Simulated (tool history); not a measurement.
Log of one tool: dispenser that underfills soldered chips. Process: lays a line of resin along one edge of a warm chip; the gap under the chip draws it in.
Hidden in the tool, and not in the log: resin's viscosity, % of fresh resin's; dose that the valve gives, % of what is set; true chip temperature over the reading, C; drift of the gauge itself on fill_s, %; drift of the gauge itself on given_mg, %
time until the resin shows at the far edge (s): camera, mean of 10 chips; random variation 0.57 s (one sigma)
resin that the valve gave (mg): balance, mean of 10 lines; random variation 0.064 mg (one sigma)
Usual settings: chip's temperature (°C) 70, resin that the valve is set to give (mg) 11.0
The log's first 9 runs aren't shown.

run	hour	chip's temperature (°C)	resin that the valve is set to give (mg)	hours of work since the syringe was changed	hours of work since the valve was cleaned	hours of work since the stage was calibrated	time until the resin shows at the far edge (s)	resin that the valve gave (mg)
# hour 79.6: new syringe of resin
10	89.7	70	12.1	7	20	288	75.2	11.88
11	97.0	70	11.0	12	24	293	97.8	10.78
# hour 98.5: new syringe of resin
12	104.1	70	11.0	4	29	298	64.5	10.61
13	112.6	70	12.1	9	35	303	86.4	11.70
# hour 117.5: new syringe of resin
14	124.5	70	12.1	5	42	311	67.9	11.57
15	134.4	70	12.1	11	49	318	96.9	11.68
# hour 136.4: new syringe of resin
16	142.5	70	12.1	4	54	323	65.5	11.48
17	150.9	81	11.0	10	60	329	58.4	10.38
# hour 154.7: new syringe of resin
18	164.9	59	13.4	7	69	338	119.1	12.55
# hour 173.8: new syringe of resin
19	177.0	59	13.4	2	77	346	90.5	12.47
20	183.9	59	13.4	7	81	350	120.9	12.54
21	190.6	59	13.4	11	86	355	152.5	12.47
# hour 193.1: new syringe of resin
22	202.3	62	12.3	6	93	362	103.5	11.24

Forecast run 23:
# hour 212.4: new syringe of resin
23	214.5	84	10.2	1	101	370	?	?

time until the resin shows at the far edge (s): 35.4
resin that the valve gave (mg): 9.27
Without the tool's hidden state the same run would have given time until the resin shows at the far edge (s) 29.2, resin that the valve gave (mg) 10.18.
